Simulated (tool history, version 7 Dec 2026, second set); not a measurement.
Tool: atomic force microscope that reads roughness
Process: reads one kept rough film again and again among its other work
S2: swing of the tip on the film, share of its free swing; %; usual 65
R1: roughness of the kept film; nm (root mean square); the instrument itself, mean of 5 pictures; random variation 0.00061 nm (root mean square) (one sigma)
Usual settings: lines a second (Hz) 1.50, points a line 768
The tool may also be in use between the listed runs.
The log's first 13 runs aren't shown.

-- day=27.975 new tip fitted
run 14 day=30.817 | lines_a_second_(Hz)=1.50 S2=65 points_a_line=768 | R1=0.7108
-- day=31.746 new tip fitted
run 15 day=33.633 | lines_a_second_(Hz)=1.50 S2=62 points_a_line=768 | R1=0.7157
run 16 day=35.033 | lines_a_second_(Hz)=2.64 S2=65 points_a_line=768 | R1=0.6919
-- day=35.596 new tip fitted
run 17 day=38.112 | lines_a_second_(Hz)=2.64 S2=65 points_a_line=768 | R1=0.6934
-- day=39.412 new tip fitted
run 18 day=41.242 | lines_a_second_(Hz)=1.50 S2=71 points_a_line=768 | R1=0.7006
-- day=43.133 new tip fitted
run 19 day=44.229 | lines_a_second_(Hz)=1.50 S2=71 points_a_line=768 | R1=0.7025
-- day=44.408 height scale calibrated on a step standard
run 20 day=46.550 | lines_a_second_(Hz)=1.06 S2=79 points_a_line=444 | R1=0.6972
-- day=46.917 new tip fitted
run 21 day=48.125 | lines_a_second_(Hz)=1.50 S2=65 points_a_line=593 | R1=0.7141
run 22 day=50.462 | lines_a_second_(Hz)=1.50 S2=65 points_a_line=887 | R1=0.7114
-- day=50.771 new tip fitted
run 23 day=52.450 | lines_a_second_(Hz)=1.50 S2=65 points_a_line=887 | R1=0.7145
run 24 day=54.292 | lines_a_second_(Hz)=1.50 S2=65 points_a_line=887 | R1=0.7124
-- day=54.475 new tip fitted
run 25 day=56.583 | lines_a_second_(Hz)=2.98 S2=65 points_a_line=346 | R1=0.6888
-- day=58.125 new tip fitted
run 26 day=58.704 | lines_a_second_(Hz)=2.98 S2=65 points_a_line=346 | R1=0.6904
run 27 day=60.275 | lines_a_second_(Hz)=1.50 S2=65 points_a_line=527 | R1=0.7139
-- day=61.088 height scale calibrated on a step standard, once more
-- day=61.908 new tip fitted
run 28 day=62.250 | lines_a_second_(Hz)=2.62 S2=62 points_a_line=328 | R1=0.6988
run 29 day=64.058 | lines_a_second_(Hz)=0.58 S2=62 points_a_line=328 | R1=0.7266
-- day=65.683 new tip fitted
run 30 day=67.171 | lines_a_second_(Hz)=0.75 S2=67 points_a_line=359 | R1=0.7205
-- day=69.304 new tip fitted
run 31 day=69.667 | lines_a_second_(Hz)=0.75 S2=67 points_a_line=359 | R1=0.7214
run 32 day=71.746 | lines_a_second_(Hz)=0.75 S2=67 points_a_line=359 | R1=0.7197
-- day=72.954 new tip fitted
run 33 day=74.800 | lines_a_second_(Hz)=0.75 S2=67 points_a_line=359 | R1=0.7212
-- day=76.854 new tip fitted
run 34 day=77.592 | lines_a_second_(Hz)=1.64 S2=65 points_a_line=768 | R1=0.7092
run 35 day=80.021 | lines_a_second_(Hz)=1.64 S2=71 points_a_line=305 | R1=0.6932
-- day=80.604 new tip fitted
run 36 day=82.196 | lines_a_second_(Hz)=0.78 S2=71 points_a_line=305 | R1=0.7162
-- day=84.275 new tip fitted
run 37 day=84.758 | lines_a_second_(Hz)=0.78 S2=71 points_a_line=305 | R1=0.7171
run 38 day=86.200 | lines_a_second_(Hz)=0.78 S2=71 points_a_line=305 | R1=0.7150

Forecast each of these 4 alternatives for the next run:
-- day=88.138 new tip fitted
run A day=89.404 | lines_a_second_(Hz)=2.39 S2=83 points_a_line=885 | R1=?
-- day=88.138 new tip fitted
run B day=89.404 | lines_a_second_(Hz)=3.54 S2=71 points_a_line=401 | R1=?
-- day=88.138 new tip fitted
run C day=89.404 | lines_a_second_(Hz)=1.43 S2=61 points_a_line=768 | R1=?
-- day=88.138 new tip fitted
run D day=89.404 | lines_a_second_(Hz)=2.79 S2=61 points_a_line=426 | R1=?

run=A R1=0.6386
run=B R1=0.6568
run=C R1=0.7189
run=D R1=0.6994
Without the tool's hidden state the same runs would have given:
run=A R1=0.6373
run=B R1=0.6554
run=C R1=0.7174
run=D R1=0.6979
